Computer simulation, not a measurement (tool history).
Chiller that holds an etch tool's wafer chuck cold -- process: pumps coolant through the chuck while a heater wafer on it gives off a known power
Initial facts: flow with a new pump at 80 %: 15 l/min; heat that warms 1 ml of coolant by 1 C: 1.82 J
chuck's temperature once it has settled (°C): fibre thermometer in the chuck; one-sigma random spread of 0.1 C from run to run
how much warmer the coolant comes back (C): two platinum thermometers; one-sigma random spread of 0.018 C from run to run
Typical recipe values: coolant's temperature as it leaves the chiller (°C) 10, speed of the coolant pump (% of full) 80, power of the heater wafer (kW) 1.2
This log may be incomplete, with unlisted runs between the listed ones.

| run | hour | coolant's temperature as it leaves the chiller (°C) | speed of the coolant pump (% of full) | power of the heater wafer (kW) | chuck's temperature once it has settled (°C) | how much warmer the coolant comes back (C) |
|---|---|---|---|---|---|---|
| 1 | 0 | 10 | 80 | 1.2 | 23.4 | 2.84 |
| 2 | 78.7 | 10 | 80 | 1.2 | 23.3 | 2.82 |
| 3 | 208.8 | 10 | 87 | 1.2 | 23.1 | 2.58 |
| 4 | 319.7 | 10 | 80 | 1.2 | 23.5 | 2.85 |
| 5 | 400.1 | 10 | 80 | 1.542 | 27.4 | 3.67 |
| 6 | 542.4 | 10 | 80 | 1.542 | 27.6 | 3.68 |
| 7 | 673.8 | 10 | 80 | 1.542 | 27.5 | 3.68 |
| 8 | 773.6 | 10 | 80 | 1.542 | 27.6 | 3.7 |
| 9 | 904.8 | 10 | 80 | 1.542 | 28 | 3.71 |
| 10 | 1043.2 | 10 | 80 | 1.542 | 28 | 3.71 |
| 11 | 1124 | 17 | 80 | 1.2 | 31.1 | 2.9 |
|  | 1260.3 | chiller's thermometer calibrated |
| 12 | 1270.6 | 17 | 80 | 1.2 | 30.5 | 2.91 |
| 13 | 1380.3 | 17 | 80 | 1.2 | 30.6 | 2.89 |
| 14 | 1516.5 | 10 | 96 | 1.097 | 21.5 | 2.17 |
| 15 | 1588.4 | 16 | 96 | 1.437 | 30.8 | 2.87 |
| 16 | 1717.5 | 16 | 96 | 1.437 | 31.1 | 2.85 |
| 17 | 1860.8 | 18 | 74 | 1.07 | 31.1 | 2.83 |
| 18 | 1963.2 | 18 | 82 | 1.488 | 35.2 | 3.54 |
| 19 | 2055.9 | 14 | 82 | 1.19 | 27.9 | 2.87 |
| 20 | 2126.2 | 14 | 91 | 1.19 | 27.2 | 2.55 |
| 21 | 2232.7 | 14 | 91 | 1.19 | 27.1 | 2.51 |
| 22 | 2338.9 | 12 | 99 | 1.2 | 24.7 | 2.34 |
| 23 | 2416.8 | 12 | 99 | 1.2 | 24.8 | 2.35 |

Here are 4 independent what-if runs from the current tool condition. What would each one return?
| A | 2478 | 20 | 82 | 0.739 | ? | ? |
| B | 2478 | 12 | 84 | 1.2 | ? | ? |
| C | 2478 | 18 | 72 | 1.2 | ? | ? |
| D | 2478 | 10 | 64 | 1.248 | ? | ? |

| run | chuck's temperature once it has settled (°C) | how much warmer the coolant comes back (C) |
|---|---|---|
| A | 28.8 | 1.8 |
| B | 26.1 | 2.8 |
| C | 33.7 | 3.33 |
| D | 27.1 | 3.96 |
Stripped of hidden state, with their random variation kept, the same runs would have yielded:
| run | chuck's temperature once it has settled (°C) | how much warmer the coolant comes back (C) |
|---|---|---|
| A | 27.1 | 1.61 |
| B | 23.5 | 2.48 |
| C | 30.8 | 2.96 |
| D | 24 | 3.52 |
